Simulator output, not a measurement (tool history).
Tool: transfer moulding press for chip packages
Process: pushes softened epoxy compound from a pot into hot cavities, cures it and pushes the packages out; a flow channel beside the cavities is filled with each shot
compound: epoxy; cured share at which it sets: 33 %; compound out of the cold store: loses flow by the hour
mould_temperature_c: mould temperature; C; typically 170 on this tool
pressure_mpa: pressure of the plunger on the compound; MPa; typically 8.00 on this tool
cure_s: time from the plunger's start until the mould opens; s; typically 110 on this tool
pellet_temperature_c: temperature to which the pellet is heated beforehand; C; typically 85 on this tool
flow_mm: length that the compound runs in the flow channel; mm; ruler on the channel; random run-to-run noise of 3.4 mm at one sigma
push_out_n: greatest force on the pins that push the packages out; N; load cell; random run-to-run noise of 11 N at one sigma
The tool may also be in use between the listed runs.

run    hour  mould_temperature_c  pressure_mpa  cure_s  pellet_temperature_c  incoming compound's hours out of the cold store  flow_mm  push_out_n
  1     0.0                  170          8.00     110                    85                                             35.2      596         786
  2    42.7                  170          8.00     110                    79                                             45.1      583        1036
       48.3  -- cavities cleaned with cleaning compound and waxed
  3    95.6                  170          8.00     110                    79                                             20.2      613        1220
      114.3  -- cavities cleaned with cleaning compound and waxed
  4   124.0                  170          8.00     110                    79                                             41.6      575         687
      179.1  -- cavities cleaned with cleaning compound and waxed
  5   179.1                  170          8.00     110                    79                                             17.3      609         505
  6   234.1                  170          8.00     110                    85                                             11.1      602        1036
      241.5  -- cavities cleaned with cleaning compound and waxed, once more
      244.0  -- plunger's sealing rings changed
  7   267.8                  170          8.00     110                    85                                             15.1      636         843
      308.5  -- mould's thermocouples calibrated
      310.0  -- cavities cleaned with cleaning compound and waxed
  8   333.7                  170          8.00     147                    85                                             27.5      618         673
      378.7  -- cavities cleaned with cleaning compound and waxed
  9   390.1                  170          8.00     147                    85                                             11.5      633         557
      442.7  -- cavities cleaned with cleaning compound and waxed
 10   442.7                  170          8.00     147                    85                                             11.8      636         415
 11   503.9                  170          8.00     147                    85                                             26.4      600         885
      509.7  -- cavities cleaned with cleaning compound and waxed
 12   558.0                  170          8.00     147                    85                                             25.4      594         861
      578.6  -- cavities cleaned with cleaning compound and waxed
 13   611.4                  170          8.00     110                    94                                             23.6      590         954
      643.2  -- cavities cleaned with cleaning compound and waxed
      652.3  -- plunger's sealing rings changed
 14   652.3                  170          8.00     110                    94                                             14.6      643         631
 15   688.2                  178          6.29     104                    91                                             34.9      514         858
      714.0  -- cavities cleaned with cleaning compound and waxed
 16   719.8                  171          8.00     110                    92                                             39.3      599         591
 17   774.9                  170          7.29     110                    85                                             46.7      561        1061
      781.2  -- cavities cleaned with cleaning compound and waxed
 18   823.5                  170          7.29     110                    85                                             15.1      601        1045
      847.0  -- cavities cleaned with cleaning compound and waxed
 19   856.3                  170          6.30     135                    90                                             21.8      544         564
 20   894.1                  167          8.00     110                    79                                             27.6      617        1235
      914.2  -- cavities cleaned with cleaning compound and waxed
 21   928.6                  167          8.00     110                    79                                             39.6      590         872
 22   964.1                  167          9.77     142                    79                                             40.8      646         891
      978.7  -- cavities cleaned with cleaning compound and waxed
 23  1015.3                  169          8.00     110                    95                                             48.0      553        1002
     1045.8  -- cavities cleaned with cleaning compound and waxed
 24  1049.3                  169          8.00     110                    95                                             38.7      563         547
     1060.8  -- plunger's sealing rings changed
 25  1078.4                  165          6.15      97                    94                                              8.7      590        1808
     1114.3  -- cavities cleaned with cleaning compound and waxed
 26  1116.1                  165          6.15      97                    94                                             11.7      581        1045
     1154.3  -- mould's thermocouples calibrated
 27  1154.3                  165          6.15     149                    86                                             27.2      560         879
     1182.5  -- cavities cleaned with cleaning compound and waxed
 28  1190.4                  165          6.15     149                    86                                             13.1      578         641

3 ways to go on from here, each from the tool as it stands after run 28. What would each give?
  A  1225.0                  165          6.15     104                    86                                             45.4        ?           ?
  B  1225.0                  169          6.15     131                    77                                             17.3        ?           ?
  C  1225.0                  177          6.15      92                    93                                             41.1        ?           ?

run  flow_mm  push_out_n
  A      531        1604
  B      554         933
  C      490         943
Stripped of hidden state, with their random variation kept, the same runs would have yielded:
run  flow_mm  push_out_n
  A      549         800
  B      573         465
  C      507         467

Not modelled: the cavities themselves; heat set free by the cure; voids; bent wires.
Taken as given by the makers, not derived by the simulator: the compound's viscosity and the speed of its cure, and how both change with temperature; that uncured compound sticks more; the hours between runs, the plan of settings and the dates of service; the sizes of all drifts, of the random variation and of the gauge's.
